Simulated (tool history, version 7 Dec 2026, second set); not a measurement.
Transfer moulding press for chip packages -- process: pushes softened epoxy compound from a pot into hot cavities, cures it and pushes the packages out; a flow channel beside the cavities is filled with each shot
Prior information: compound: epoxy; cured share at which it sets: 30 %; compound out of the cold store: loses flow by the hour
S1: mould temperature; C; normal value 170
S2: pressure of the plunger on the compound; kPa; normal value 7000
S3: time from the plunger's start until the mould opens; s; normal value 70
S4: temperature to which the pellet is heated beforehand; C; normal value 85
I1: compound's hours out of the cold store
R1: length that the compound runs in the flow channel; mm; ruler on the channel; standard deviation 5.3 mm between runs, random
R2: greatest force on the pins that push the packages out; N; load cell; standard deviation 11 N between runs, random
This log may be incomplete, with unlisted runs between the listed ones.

Run 1, hour 0: usual settings; I1 31.6. Result: R1 550 mm, R2 940 N.
At hour 15: cavities cleaned with cleaning compound and waxed.
Run 2, hour 68.6: usual settings; I1 21.6. Result: R1 548 mm, R2 884 N.
At hour 103: cavities cleaned with cleaning compound and waxed.
Run 3, hour 118.6: usual settings but S2 5980 kPa; I1 47.9. Result: R1 461 mm, R2 627 N.
At hour 187.2: cavities cleaned with cleaning compound and waxed.
Run 4, hour 218.6: usual settings but S2 5980 kPa; I1 39.5. Result: R1 463 mm, R2 713 N.
At hour 274.5: cavities cleaned with cleaning compound and waxed.
Run 5, hour 276.5: usual settings but S2 5980 kPa; I1 29.4. Result: R1 466 mm, R2 524 N.
Run 6, hour 323.5: usual settings but S2 5980 kPa; I1 42.7. Result: R1 448 mm, R2 831 N.
At hour 354.4: plunger's sealing rings changed.
At hour 363.7: cavities cleaned with cleaning compound and waxed.
Run 7, hour 410.6: usual settings but S2 5530 kPa; I1 22.5. Result: R1 496 mm, R2 868 N.
At hour 447.9: cavities cleaned with cleaning compound and waxed.
Run 8, hour 457.9: usual settings but S2 5530 kPa; I1 30.1. Result: R1 478 mm, R2 586 N.
Run 9, hour 523: usual settings but S2 5530 kPa; I1 33.5. Result: R1 467 mm, R2 989 N.
At hour 537.9: cavities cleaned with cleaning compound and waxed.
Run 10, hour 615.8: usual settings but S1 172 C, S2 5530 kPa; I1 30.7. Result: R1 459 mm, R2 875 N.
At hour 623.7: cavities cleaned with cleaning compound and waxed.
Run 11, hour 659.3: usual settings but S2 5620 kPa, S4 95 C; I1 27.4. Result: R1 464 mm, R2 782 N.
At hour 706.6: cavities cleaned with cleaning compound and waxed.
Run 12, hour 752.9: usual settings but S2 5620 kPa, S4 95 C; I1 28. Result: R1 452 mm, R2 800 N.
At hour 794.3: plunger's sealing rings changed.
At hour 795.8: cavities cleaned with cleaning compound and waxed.
Run 13, hour 848.4: usual settings but S2 5620 kPa, S4 95 C; I1 42.3. Result: R1 472 mm, R2 836 N.
At hour 882.7: cavities cleaned with cleaning compound and waxed.
Run 14, hour 936.2: usual settings but S2 5620 kPa, S4 95 C; I1 14.2. Result: R1 493 mm, R2 894 N.
At hour 970.6: cavities cleaned with cleaning compound and waxed.
Run 15, hour 1005.4: usual settings but S1 165 C; I1 46.7. Result: R1 512 mm, R2 1062 N.
At hour 1054.2: cavities cleaned with cleaning compound and waxed.
Run 16, hour 1054.2: usual settings but S1 165 C; I1 30. Result: R1 535 mm, R2 701 N.
At hour 1063.7: mould's thermocouples calibrated.
Run 17, hour 1099.4: usual settings but S1 171 C, S3 65 s, S4 89 C; I1 26.1. Result: R1 516 mm, R2 875 N.
At hour 1139.2: cavities cleaned with cleaning compound and waxed.
Run 18, hour 1187.5: usual settings but S1 171 C, S3 53 s, S4 89 C; I1 36.5. Result: R1 489 mm, R2 1405 N.
At hour 1226.4: cavities cleaned with cleaning compound and waxed.
At hour 1238.1: plunger's sealing rings changed.
Run 19, hour 1285.1: usual settings but S1 166 C, S3 80 s; I1 16.3. Result: R1 574 mm, R2 886 N.

Consider 3 possible next runs. They are alternatives, not a sequence: every one starts from the tool as it was left by run 19. What does each give?
At hour 1314.1: cavities cleaned with cleaning compound and waxed.
Run A, hour 1371.7: usual settings but S1 164 C, S4 94 C; I1 34.3. Result: R1 ?, R2 ?.
At hour 1314.1: cavities cleaned with cleaning compound and waxed.
Run B, hour 1371.7: usual settings but S3 99 s, S4 92 C; I1 30.8. Result: R1 ?, R2 ?.
At hour 1314.1: cavities cleaned with cleaning compound and waxed.
Run C, hour 1371.7: usual settings but S2 5430 kPa, S3 96 s, S4 93 C; I1 18.5. Result: R1 ?, R2 ?.

run   R1    R2
  A  539  1383
  B  538   709
  C  482   710
With no hidden state in the tool, these same runs would have given:
run   R1   R2
  A  556  718
  B  555  386
  C  497  386

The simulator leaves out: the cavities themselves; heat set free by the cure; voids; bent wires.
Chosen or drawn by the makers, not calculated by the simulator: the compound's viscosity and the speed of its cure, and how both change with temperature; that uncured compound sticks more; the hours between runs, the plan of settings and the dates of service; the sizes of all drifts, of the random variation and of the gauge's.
